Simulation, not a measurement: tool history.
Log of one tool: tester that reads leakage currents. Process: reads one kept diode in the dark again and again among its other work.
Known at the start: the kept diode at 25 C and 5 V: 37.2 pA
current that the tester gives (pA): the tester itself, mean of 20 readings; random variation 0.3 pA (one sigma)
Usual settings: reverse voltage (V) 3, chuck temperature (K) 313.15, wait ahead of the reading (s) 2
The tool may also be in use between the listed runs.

run,hour,reverse voltage (V),chuck temperature (K),wait ahead of the reading (s),current that the tester gives (pA)
1,0,3,313.15,2,89.12
2,63.8,3,313.15,2,88.95
3,161,3,313.15,2,87.92
4,242.7,3,313.15,2,88.17
5,342.8,3,321.15,2,156.26
6,414,3,313.15,2,86.97
7,503.5,3,313.15,2,86.67
8,555.5,3,313.15,2,86.8
# hour 563.8: tester calibrated
# hour 597.7: chuck's temperature calibrated
9,664.3,3,298.15,5.93,32.55
10,764.8,4.04,329.15,6.19,339.61
11,810.7,4.04,329.15,6.19,338.73
12,911.8,4.04,329.15,6.19,336.77
13,960.2,3,306.15,1.32,59.04
14,1030.7,4.32,306.15,5.32,68.34

4 ways to go on from here, each from the tool as it stands after run 14. What would each give?
# hour 1043: tester calibrated, once more
A,1087.6,5.59,313.15,2,?
# hour 1043: tester calibrated, once more
B,1087.6,3,313.15,9.1,?
# hour 1043: tester calibrated, once more
C,1087.6,16.96,301.15,1.14,?
# hour 1043: tester calibrated, once more
D,1087.6,1.94,315.15,2,?

run,current that the tester gives (pA)
A,127.57
B,98.56
C,91.04
D,95.54
Without the tool's hidden state the same runs would have given:
run,current that the tester gives (pA)
A,125.8
B,98.31
C,79
D,96.08
